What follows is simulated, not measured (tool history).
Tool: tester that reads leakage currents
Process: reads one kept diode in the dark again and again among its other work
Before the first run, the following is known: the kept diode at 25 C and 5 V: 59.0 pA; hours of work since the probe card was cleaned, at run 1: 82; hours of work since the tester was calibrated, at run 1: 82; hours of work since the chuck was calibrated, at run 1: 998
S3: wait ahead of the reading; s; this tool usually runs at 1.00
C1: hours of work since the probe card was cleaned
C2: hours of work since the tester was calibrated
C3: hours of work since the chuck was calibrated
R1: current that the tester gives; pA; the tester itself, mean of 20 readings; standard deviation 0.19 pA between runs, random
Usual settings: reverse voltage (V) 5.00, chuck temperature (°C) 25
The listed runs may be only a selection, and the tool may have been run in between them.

Run 1, day 0.000: usual settings; C1 82; C2 82; C3 998. Result: R1 62.68 pA.
Run 2, day 5.825: usual settings but chuck temperature (°C) 35; C1 142; C2 142; C3 1058. Result: R1 147.03 pA.
Run 3, day 14.929: usual settings but chuck temperature (°C) 35; C1 236; C2 236; C3 1153. Result: R1 148.23 pA.
Run 4, day 20.717: usual settings but chuck temperature (°C) 35; C1 296; C2 296; C3 1213. Result: R1 149.17 pA.
Run 5, day 26.633: usual settings but chuck temperature (°C) 35; C1 358; C2 358; C3 1274. Result: R1 149.21 pA.
Run 6, day 35.871: usual settings but reverse voltage (V) 6.20; C1 453; C2 453; C3 1370. Result: R1 69.95 pA.
Run 7, day 46.875: usual settings but chuck temperature (°C) 23; C1 567; C2 567; C3 1484. Result: R1 54.72 pA.
At day 50.079: chuck's temperature calibrated.
Run 8, day 54.667: usual settings but chuck temperature (°C) 23; C1 647; C2 647; C3 47. Result: R1 53.20 pA.
Run 9, day 65.292: usual settings but chuck temperature (°C) 31; C1 757; C2 757; C3 158. Result: R1 105.51 pA.
Run 10, day 73.358: usual settings but reverse voltage (V) 7.75; C1 841; C2 841; C3 241. Result: R1 76.19 pA.
Run 11, day 79.392: usual settings but reverse voltage (V) 7.75, S3 0.38 s; C1 903; C2 903; C3 304. Result: R1 80.58 pA.
At day 80.275: probe card cleaned and baked.
Run 12, day 87.546: usual settings; C1 75; C2 986; C3 387. Result: R1 65.49 pA.
Run 13, day 94.671: usual settings; C1 149; C2 1060; C3 461. Result: R1 65.79 pA.
Run 14, day 101.892: usual settings but S3 7.03 s; C1 224; C2 1135; C3 535. Result: R1 64.55 pA.
At day 106.292: probe card cleaned and baked, once more.
Run 15, day 110.612: usual settings; C1 45; C2 1224; C3 624. Result: R1 63.42 pA.
Run 16, day 119.242: usual settings; C1 134; C2 1313; C3 714. Result: R1 63.45 pA.
Run 17, day 125.508: usual settings; C1 199; C2 1378; C3 779. Result: R1 64.38 pA.
Run 18, day 130.871: usual settings; C1 255; C2 1434; C3 834. Result: R1 63.97 pA.
Run 19, day 140.450: usual settings but S3 3.84 s; C1 354; C2 1533; C3 933. Result: R1 63.34 pA.
Run 20, day 147.704: usual settings but S3 3.84 s; C1 429; C2 1608; C3 1008. Result: R1 63.59 pA.
Run 21, day 152.858: usual settings but reverse voltage (V) 2.98, chuck temperature (°C) 22, S3 1.90 s; C1 482; C2 1661; C3 1062. Result: R1 40.65 pA.
Run 22, day 157.696: usual settings but reverse voltage (V) 6.13, chuck temperature (°C) 31; C1 532; C2 1712; C3 1112. Result: R1 117.63 pA.
Run 23, day 163.683: usual settings but reverse voltage (V) 18.42, chuck temperature (°C) 31; C1 594; C2 1774; C3 1174. Result: R1 181.83 pA.
Run 24, day 168.575: usual settings but reverse voltage (V) 1.05, chuck temperature (°C) 49, S3 0.66 s; C1 645; C2 1824; C3 1225. Result: R1 259.70 pA.
Run 25, day 179.108: usual settings but chuck temperature (°C) 44; C1 754; C2 1933; C3 1334. Result: R1 313.86 pA.
Run 26, day 186.296: usual settings but reverse voltage (V) 1.32, chuck temperature (°C) 32, S3 0.36 s; C1 829; C2 2008; C3 1408. Result: R1 73.32 pA.
Run 27, day 195.525: usual settings but reverse voltage (V) 1.32, chuck temperature (°C) 32, S3 0.36 s; C1 924; C2 2103; C3 1504. Result: R1 73.80 pA.
At day 196.325: chuck's temperature calibrated.
Run 28, day 205.400: usual settings but chuck temperature (°C) 57, S3 1.13 s; C1 1026; C2 2205; C3 94. Result: R1 807.97 pA.
Run 29, day 212.896: usual settings but reverse voltage (V) 6.43, chuck temperature (°C) 41; C1 1103; C2 2282; C3 172. Result: R1 261.55 pA.
Run 30, day 222.650: usual settings but reverse voltage (V) 5.53, chuck temperature (°C) 42, S3 0.34 s; C1 1204; C2 2383; C3 273. Result: R1 272.79 pA.
Run 31, day 230.592: usual settings but reverse voltage (V) 5.53, chuck temperature (°C) 42, S3 0.34 s; C1 1286; C2 2466; C3 355. Result: R1 273.68 pA.
Run 32, day 240.029: usual settings but reverse voltage (V) 5.53, chuck temperature (°C) 42, S3 1.18 s; C1 1384; C2 2563; C3 453. Result: R1 270.45 pA.
Run 33, day 246.338: usual settings but reverse voltage (V) 16.12, chuck temperature (°C) 34, S3 2.08 s; C1 1450; C2 2629; C3 518. Result: R1 214.85 pA.
Run 34, day 253.946: usual settings but reverse voltage (V) 1.01, chuck temperature (°C) 54, S3 4.63 s; C1 1528; C2 2708; C3 597. Result: R1 365.64 pA.
Run 35, day 263.067: usual settings but reverse voltage (V) 6.71, S3 0.75 s; C1 1623; C2 2802; C3 691. Result: R1 75.26 pA.
Run 36, day 268.546: usual settings but reverse voltage (V) 12.13, chuck temperature (°C) 37; C1 1680; C2 2859; C3 748. Result: R1 250.50 pA.
Run 37, day 277.133: usual settings but reverse voltage (V) 4.43, chuck temperature (°C) 22, S3 1.79 s; C1 1768; C2 2948; C3 837. Result: R1 48.63 pA.
At day 282.875: probe card cleaned and baked.
Run 38, day 283.912: usual settings but reverse voltage (V) 5.90, S3 1.75 s; C1 11; C2 3017; C3 906. Result: R1 66.48 pA.
Run 39, day 289.000: usual settings but reverse voltage (V) 1.21, chuck temperature (°C) 40, S3 2.95 s; C1 63; C2 3069; C3 959. Result: R1 132.00 pA.

Predict each of these 4 candidate next runs independently; none follows another, all start after run 39:
Run A, day 299.588: usual settings but reverse voltage (V) 15.31, S3 5.51 s; C1 173; C2 3179; C3 1068. Result: R1 ?.
Run B, day 299.588: usual settings but reverse voltage (V) 1.21, chuck temperature (°C) 40, S3 0.58 s; C1 173; C2 3179; C3 1068. Result: R1 ?.
Run C, day 299.588: usual settings but reverse voltage (V) 8.00, chuck temperature (°C) 27, S3 2.95 s; C1 173; C2 3179; C3 1068. Result: R1 ?.
Run D, day 299.588: usual settings but chuck temperature (°C) 59; C1 173; C2 3179; C3 1068. Result: R1 ?.

run      R1
  A   94.84
  B  133.37
  C   89.31
  D  961.97
Without the tool's unlogged condition, the same runs would have read:
run      R1
  A   89.47
  B  127.76
  C   84.77
  D  925.19
